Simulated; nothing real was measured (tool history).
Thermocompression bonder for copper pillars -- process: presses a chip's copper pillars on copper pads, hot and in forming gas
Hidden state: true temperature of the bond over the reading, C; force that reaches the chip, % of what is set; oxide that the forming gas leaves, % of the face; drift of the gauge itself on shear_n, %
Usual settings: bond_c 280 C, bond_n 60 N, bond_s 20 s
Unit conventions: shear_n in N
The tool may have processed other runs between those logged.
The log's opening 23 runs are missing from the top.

run   hour  bond_c  bond_n  bond_s  hours of work since the heater was calibrated  hours of work since the force cell was calibrated  hours of work since the gas filter was changed  shear_n
 24    466     290      79      15                                            543                                                379                                             248    116.9
 25  487.6     290      79      15                                            555                                                391                                             259    118.5
 26  504.3     290      50      24                                            564                                                400                                             268    104.6
 27    517     253      60      20                                            571                                                406                                             275     85.3
 28  535.3     282      60      19                                            580                                                416                                             284    103.2
 29  548.5     282      60      19                                            587                                                423                                             291    102.6
 30  565.8     267      60      35                                            596                                                432                                             301    109.5
 31  579.5     303      68      20                                            604                                                440                                             308    123.4
 32  593.5     303      68      20                                            611                                                447                                             315    122.8
 33  607.9     303      54      20                                            619                                                455                                             323    109.4
 34  634.1     303      54      20                                            633                                                469                                             337    110.9
     651.8  -- heater calibrated with a thermocouple chip
 35  655.4     303      54      20                                              2                                                479                                             347    107.6
 36  675.6     298      60      20                                             13                                                490                                             358    110.3
 37  700.4     298      73      22                                             26                                                503                                             371    121.6
 38  724.4     283      45      13                                             39                                                516                                             384     73.8
 39  748.4     283      45      13                                             51                                                528                                             397       72
 40  762.2     283      45      13                                             59                                                536                                             404     74.2

Here are 3 independent what-if runs from the current tool condition. What would each one return?
  A  780.2     271      69      13                                             68                                                545                                             413        ?
  B  780.2     258      84      12                                             68                                                545                                             413        ?
  C  780.2     295      49      10                                             68                                                545                                             413        ?

run  shear_n
  A     86.9
  B     88.8
  C     78.7
With the hidden condition removed and each run's random variation left untouched, the same runs would have given:
run  shear_n
  A     96.1
  B     98.2
  C     87.2
